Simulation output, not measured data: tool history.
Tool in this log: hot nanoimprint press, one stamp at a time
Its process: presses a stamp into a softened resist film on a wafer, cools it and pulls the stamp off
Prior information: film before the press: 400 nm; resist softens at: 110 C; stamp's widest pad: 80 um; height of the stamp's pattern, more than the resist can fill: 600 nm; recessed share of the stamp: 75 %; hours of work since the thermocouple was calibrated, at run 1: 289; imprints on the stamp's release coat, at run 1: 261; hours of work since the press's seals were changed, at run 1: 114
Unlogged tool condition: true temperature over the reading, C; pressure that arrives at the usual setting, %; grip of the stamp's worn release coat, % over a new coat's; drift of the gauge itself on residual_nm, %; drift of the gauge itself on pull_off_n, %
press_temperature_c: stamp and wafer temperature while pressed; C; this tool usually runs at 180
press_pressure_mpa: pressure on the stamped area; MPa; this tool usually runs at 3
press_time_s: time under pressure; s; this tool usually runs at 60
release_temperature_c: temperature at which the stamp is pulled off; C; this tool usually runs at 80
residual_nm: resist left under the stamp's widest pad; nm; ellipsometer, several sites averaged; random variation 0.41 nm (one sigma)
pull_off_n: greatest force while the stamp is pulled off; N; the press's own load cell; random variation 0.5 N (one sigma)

run   hour  press_temperature_c  press_pressure_mpa  press_time_s  release_temperature_c  hours of work since the thermocouple was calibrated  imprints on the stamp's release coat  hours of work since the press's seals were changed  residual_nm  pull_off_n
  1      0                  180                   3            60                     80                                                  289                                   261                                                 114        196.5       147.3
  2   21.2                  180                2.43            60                     80                                                  305                                   312                                                 130        219.9       147.8
  3   43.1                  180                2.43            60                     80                                                  322                                   364                                                 147        219.3         148
  4   63.1                  180                   3            60                     80                                                  337                                   412                                                 162        195.8       148.6
  5   87.3                  180                2.63            60                     80                                                  355                                   471                                                 180        210.7       147.8
  6  109.5                  180                2.63            60                     80                                                  371                                   524                                                 197        210.3       149.1
  7  122.2                  180                2.63            60                     80                                                  381                                   554                                                 206        210.6       149.1
  8  144.6                  180                2.63            60                     80                                                  398                                   608                                                 223          211       149.9
  9  165.2                  186                4.45            91                     84                                                  413                                   658                                                 238        103.2       146.4
 10    180                  177                3.16            75                     86                                                  424                                   693                                                 249        202.2       144.4
     209.8  -- plate thermocouple calibrated
 11  209.8                  177                3.16            75                     86                                                    0                                   758                                                 270        202.7       145.8
 12  224.2                  177                2.54            39                     86                                                   11                                   792                                                 280          270       145.3
     236.7  -- stamp cleaned and given a new release coat
     241.4  -- gauge calibrated
 13  242.3                  190                2.11            39                     81                                                   20                                    13                                                 289        182.4       146.1

Pick out some run-to-run changes in pull_off_n. Of each, how much would a tool without hidden state show as well, from the settings, what came in and chance, and how much is left for the hidden state and any gauge scatter not in both results compared?
Run 8 -> 9: press_temperature_c 180 -> 186, press_pressure_mpa 2.63 -> 4.45, press_time_s 60 -> 91, release_temperature_c 80 -> 84. pull_off_n -3.5 N: hidden state +0.2, all else -3.7.
Run 12 -> 13: press_temperature_c 177 -> 190, press_pressure_mpa 2.54 -> 2.11, release_temperature_c 86 -> 81, stamp cleaned and given a new release coat, gauge calibrated. pull_off_n +0.8 N: hidden state -4, all else +4.8.
